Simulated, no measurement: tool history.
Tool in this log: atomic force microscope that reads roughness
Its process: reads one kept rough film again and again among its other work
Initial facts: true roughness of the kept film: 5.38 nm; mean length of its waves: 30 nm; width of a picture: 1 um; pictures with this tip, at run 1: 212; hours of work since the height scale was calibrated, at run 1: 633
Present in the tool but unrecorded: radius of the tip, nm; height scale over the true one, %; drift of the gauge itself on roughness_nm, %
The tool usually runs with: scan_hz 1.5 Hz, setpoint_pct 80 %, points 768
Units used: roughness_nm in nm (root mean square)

run     day  scan_hz  setpoint_pct  points  pictures with this tip  hours of work since the height scale was calibrated  roughness_nm
  1       0      1.5            80     768                     212                                                  633         2.533
      0.312  -- new tip fitted
  2   2.067      1.5            80     768                      41                                                  658         3.581
  3   2.967      1.5            80     768                      62                                                  670         3.413
  4   4.188      1.5            80     768                      91                                                  685          3.21
  5   5.771      1.5            80     768                     128                                                  704         3.002
  6   6.754      1.5            63     788                     151                                                  717         3.013
  7   8.483      1.5            63     788                     192                                                  738         2.795
      9.783  -- new tip fitted
  8  10.683     1.46            66     788                      21                                                  765         3.909
  9  12.517     1.46            66     788                      64                                                  788         3.559
 10  14.312     1.46            66     788                     106                                                  810         3.235

Consider 5 possible next runs. They are alternatives, not a sequence: every one starts from the tool as it was left by run 10. What does each give?
  A  15.612     2.03            69     496                     137                                                  826             ?
  B  15.612     1.46            86     767                     137                                                  826             ?
  C  15.612      1.5            67     956                     137                                                  826             ?
  D  15.612      1.5            67     768                     137                                                  826             ?
  E  15.612     3.83            86     768                     137                                                  826             ?

run  roughness_nm
  A          2.97
  B         2.872
  C         3.003
  D         3.034
  E         2.502
The same runs, with their run-to-run variation unchanged, on a tool lacking any hidden condition would have given:
run  roughness_nm
  A         4.106
  B          3.97
  C         4.151
  D         4.194
  E         3.458
